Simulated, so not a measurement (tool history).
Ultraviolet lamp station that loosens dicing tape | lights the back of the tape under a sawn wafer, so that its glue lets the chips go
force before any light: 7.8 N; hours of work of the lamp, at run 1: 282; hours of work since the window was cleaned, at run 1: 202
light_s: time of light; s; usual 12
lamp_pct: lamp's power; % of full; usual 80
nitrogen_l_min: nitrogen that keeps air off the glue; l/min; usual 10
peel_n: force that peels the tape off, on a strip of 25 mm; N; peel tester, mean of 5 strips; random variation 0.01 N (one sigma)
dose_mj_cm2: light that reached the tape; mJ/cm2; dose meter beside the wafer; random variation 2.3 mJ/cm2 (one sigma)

run   hour  light_s  lamp_pct  nitrogen_l_min  hours of work of the lamp  hours of work since the window was cleaned  peel_n  dose_mj_cm2
  1    0.0       12        80              10                        282                                         202   0.687          199
  2   20.5       12        80              10                        291                                         211   0.686          196
  3   41.9       12        67              10                        300                                         220   0.977          167
  4   61.5       12        67              10                        309                                         228   0.981          164
  5   85.8       12        67              10                        319                                         239   0.998          162
  6  106.5        8        80              10                        328                                         248   1.508          125
  7  133.2       12        80              10                        339                                         259   0.740          185
     136.5  -- window cleaned of glue's vapour
  8  147.1       12        80              10                        345                                           5   0.929          167
  9  173.4       24        80              10                        357                                          16   0.320          330
 10  196.3       24        80              10                        366                                          26   0.300          325
 11  219.5       24        80              10                        376                                          36   0.312          326
 12  239.1       12        80               5                        385                                          44   1.542          161
 13  258.9       12        80               3                        393                                          53   2.193          156
 14  275.7       12        80              10                        401                                          60   1.036          155
 15  296.9       12        80              10                        410                                          69   1.066          152
     302.1  -- window cleaned of glue's vapour, once more
 16  316.9       12        80              12                        418                                           6   0.568          209
 17  341.1       12        80              12                        429                                          17   0.575          207
 18  369.5       12        80              12                        441                                          29   0.562          204
 19  388.4       12        80              12                        449                                          37   0.593          205
 20  418.1       12        80               6                        462                                          50   1.001          197
 21  433.3       12        80              10                        468                                          56   0.673          196
 22  453.7       12        80              10                        477                                          65   0.678          193
 23  479.5        7        89              10                        488                                          76   1.481          126
 24  500.4       22        75              10                        497                                          85   0.298          332
 25  520.1       22        75              10                        506                                          94   0.317          331
 26  534.0       22        75              10                        512                                         100   0.310          330
 27  556.4       12        80              11                        521                                         109   0.714          190
 28  572.6       12        80              11                        528                                         116   0.693          187
 29  598.0        8        72              11                        539                                         127   1.715          112
 30  619.7        8        72              11                        548                                         137   1.750          110
 31  647.4       10        80              19                        560                                         149   0.737          152
 32  671.8       10        80              19                        571                                         159   0.758          151
 33  686.3       10        80              19                        577                                         165   0.749          152
 34  709.5       18        80              10                        587                                         175   0.397          261
 35  732.9        8        76              19                        597                                         185   1.279          111
 36  749.1        8        76              19                        604                                         192   1.278          112
 37  767.9        8        76              19                        612                                         201   1.301          112

Forecast run 38:
 38  790.3       13        80               5                        622                                         210       ?            ?

peel_n: 1.308 N
dose_mj_cm2: 187 mJ/cm2
Without the tool's hidden state the same run would have given peel_n 0.685 N, dose_mj_cm2 268 mJ/cm2.
